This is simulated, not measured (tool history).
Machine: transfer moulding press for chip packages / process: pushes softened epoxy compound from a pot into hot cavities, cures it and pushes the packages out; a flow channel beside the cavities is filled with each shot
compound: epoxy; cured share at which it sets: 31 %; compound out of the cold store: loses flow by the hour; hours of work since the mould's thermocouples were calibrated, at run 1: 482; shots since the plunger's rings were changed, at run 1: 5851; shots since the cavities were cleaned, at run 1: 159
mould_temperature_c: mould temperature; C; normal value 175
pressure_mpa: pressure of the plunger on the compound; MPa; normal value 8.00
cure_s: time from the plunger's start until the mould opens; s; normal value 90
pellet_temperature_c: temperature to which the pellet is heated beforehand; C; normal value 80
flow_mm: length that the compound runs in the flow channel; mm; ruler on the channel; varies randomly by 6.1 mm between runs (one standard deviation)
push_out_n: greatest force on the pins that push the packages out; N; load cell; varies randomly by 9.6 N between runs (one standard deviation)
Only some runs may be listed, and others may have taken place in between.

run	hour	mould_temperature_c	pressure_mpa	cure_s	pellet_temperature_c	hours of work since the mould's thermocouples were calibrated	shots since the plunger's rings were changed	shots since the cavities were cleaned	incoming compound's hours out of the cold store	flow_mm	push_out_n
1	0.0	175	8.00	90	80	482	5851	159	31.6	598	505
# hour 47.8: plunger's sealing rings changed
# hour 49.3: cavities cleaned with cleaning compound and waxed
2	89.6	175	8.00	90	80	531	465	465	41.3	651	582
# hour 113.0: cavities cleaned with cleaning compound and waxed
3	151.2	175	8.00	90	80	566	1160	442	28.1	675	599
# hour 176.9: cavities cleaned with cleaning compound and waxed
4	208.9	175	8.00	90	80	598	1809	370	26.4	657	532
# hour 238.0: cavities cleaned with cleaning compound and waxed
5	289.3	175	8.00	90	80	643	2720	592	20.9	654	600
# hour 294.8: cavities cleaned with cleaning compound and waxed
6	331.7	175	8.00	90	80	667	3193	427	16.7	659	564
# hour 351.1: cavities cleaned with cleaning compound and waxed
# hour 409.7: cavities cleaned with cleaning compound and waxed
7	410.9	175	8.00	90	80	711	4073	14	38.5	610	421
# hour 470.4: cavities cleaned with cleaning compound and waxed
8	482.5	175	8.00	90	80	751	4882	139	30.7	607	480
# hour 527.8: cavities cleaned with cleaning compound and waxed
9	552.7	175	8.00	90	80	791	5676	288	28.8	613	510
# hour 566.4: mould's thermocouples calibrated
# hour 587.1: cavities cleaned with cleaning compound and waxed
# hour 620.9: plunger's sealing rings changed
10	620.9	175	8.00	90	80	29	0	361	30.9	682	572
# hour 646.4: cavities cleaned with cleaning compound and waxed
11	680.6	175	8.00	90	80	63	673	395	43.3	677	576
# hour 703.4: cavities cleaned with cleaning compound and waxed
12	746.2	175	8.00	90	80	100	1413	494	9.1	697	616
# hour 762.4: cavities cleaned with cleaning compound and waxed
13	794.7	175	8.00	90	80	127	1956	374	28.7	660	566
# hour 822.1: cavities cleaned with cleaning compound and waxed
# hour 879.8: cavities cleaned with cleaning compound and waxed
14	888.9	175	8.00	90	80	179	3010	106	29.0	640	501
# hour 937.3: cavities cleaned with cleaning compound and waxed
15	958.8	175	9.25	124	88	219	3800	249	41.9	662	436
# hour 997.5: cavities cleaned with cleaning compound and waxed
16	1005.5	169	7.54	90	79	245	4322	93	34.7	614	693
# hour 1057.5: cavities cleaned with cleaning compound and waxed
17	1080.1	177	6.64	77	88	287	5166	261	8.8	584	662
# hour 1116.7: cavities cleaned with cleaning compound and waxed
18	1138.4	173	6.64	77	78	320	5822	250	19.2	576	861
# hour 1176.5: cavities cleaned with cleaning compound and waxed
# hour 1189.1: plunger's sealing rings changed
19	1199.5	178	6.64	77	82	353	120	236	20.0	621	612
# hour 1239.7: cavities cleaned with cleaning compound and waxed
# hour 1296.3: cavities cleaned with cleaning compound and waxed
20	1296.3	175	8.00	95	80	407	1204	0	43.4	643	392
# hour 1353.9: cavities cleaned with cleaning compound and waxed
21	1353.9	175	7.12	70	80	439	1852	0	45.8	602	724
# hour 1414.3: cavities cleaned with cleaning compound and waxed
22	1435.6	175	7.12	70	80	485	2778	246	23.0	622	898
# hour 1473.3: cavities cleaned with cleaning compound and waxed
23	1492.6	175	7.12	70	80	517	3419	223	26.8	602	917
# hour 1530.6: cavities cleaned with cleaning compound and waxed
24	1549.8	182	7.12	70	73	549	4062	222	11.8	609	614
# hour 1592.2: cavities cleaned with cleaning compound and waxed
25	1607.0	175	7.72	70	80	582	4706	171	31.6	601	824
# hour 1653.5: cavities cleaned with cleaning compound and waxed
26	1671.9	175	8.00	74	80	618	5438	212	11.2	631	765

Here are 3 independent what-if runs from the current tool condition. What would each one return?
# hour 1713.0: cavities cleaned with cleaning compound and waxed
# hour 1758.2: plunger's sealing rings changed
A	1764.4	175	9.55	74	80	669	71	564	18.1	?	?
# hour 1713.0: cavities cleaned with cleaning compound and waxed
# hour 1758.2: plunger's sealing rings changed
B	1764.4	169	8.00	74	76	669	71	564	9.5	?	?
# hour 1713.0: cavities cleaned with cleaning compound and waxed
# hour 1758.2: plunger's sealing rings changed
C	1764.4	168	8.00	99	80	669	71	564	12.6	?	?

run	flow_mm	push_out_n
A	761	952
B	729	1426
C	725	727
Had the tool no hidden state, the same runs would have come out as:
run	flow_mm	push_out_n
A	767	731
B	735	1083
C	730	555
